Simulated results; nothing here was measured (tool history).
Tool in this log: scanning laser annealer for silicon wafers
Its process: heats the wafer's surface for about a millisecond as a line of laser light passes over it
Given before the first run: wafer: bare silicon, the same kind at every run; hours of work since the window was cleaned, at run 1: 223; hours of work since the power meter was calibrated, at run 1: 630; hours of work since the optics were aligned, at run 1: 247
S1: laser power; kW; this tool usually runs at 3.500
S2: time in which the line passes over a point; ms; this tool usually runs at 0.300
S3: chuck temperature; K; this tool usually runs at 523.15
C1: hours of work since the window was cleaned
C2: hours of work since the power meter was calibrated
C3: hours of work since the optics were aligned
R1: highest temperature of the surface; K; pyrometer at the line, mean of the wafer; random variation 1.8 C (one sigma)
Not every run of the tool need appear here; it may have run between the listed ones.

run   hour     S1     S2      S3   C1   C2   C3       R1
  1    0.0  3.500  0.300  523.15  223  630  247  1257.15
  2   33.2  3.500  0.300  523.15  240  647  264  1262.15
  3   72.1  3.060  0.300  523.15  260  667  284  1159.15
  4  108.8  3.060  0.300  523.15  279  686  303  1156.15
  5  130.1  3.060  0.300  523.15  290  697  315  1161.15
  6  165.1  3.060  0.300  523.15  309  716  333  1158.15
  7  181.0  3.060  0.300  523.15  317  724  341  1159.15
  8  218.3  3.060  0.300  523.15  336  743  361  1156.15
  9  236.0  3.060  0.300  523.15  345  753  370  1160.15
     242.9  -- window over the wafer cleaned
 10  270.7  3.352  0.339  562.15   14  770  387  1313.15
 11  300.8  3.473  0.247  562.15   30  785  402  1214.15
 12  331.4  3.473  0.247  562.15   46  801  418  1217.15
 13  355.2  3.061  0.300  489.15   58  814  431  1121.15
 14  383.3  3.548  0.300  517.15   73  828  445  1263.15
 15  406.4  3.159  0.321  559.15   85  840  457  1242.15

Consider 3 possible next runs. They are alternatives, not a sequence: every one starts from the tool as it was left by run 15. What does each give?
  A  430.6  3.845  0.346  559.15  98  853  470   ?
  B  430.6  3.804  0.300  560.15  98  853  470   ?
  C  430.6  3.105  0.356  513.15  98  853  470   ?

run       R1
  A  1443.15
  B  1369.15
  C  1220.15
With no hidden state in the tool, these same runs would have given:
run       R1
  A  1444.15
  B  1369.15
  C  1221.15
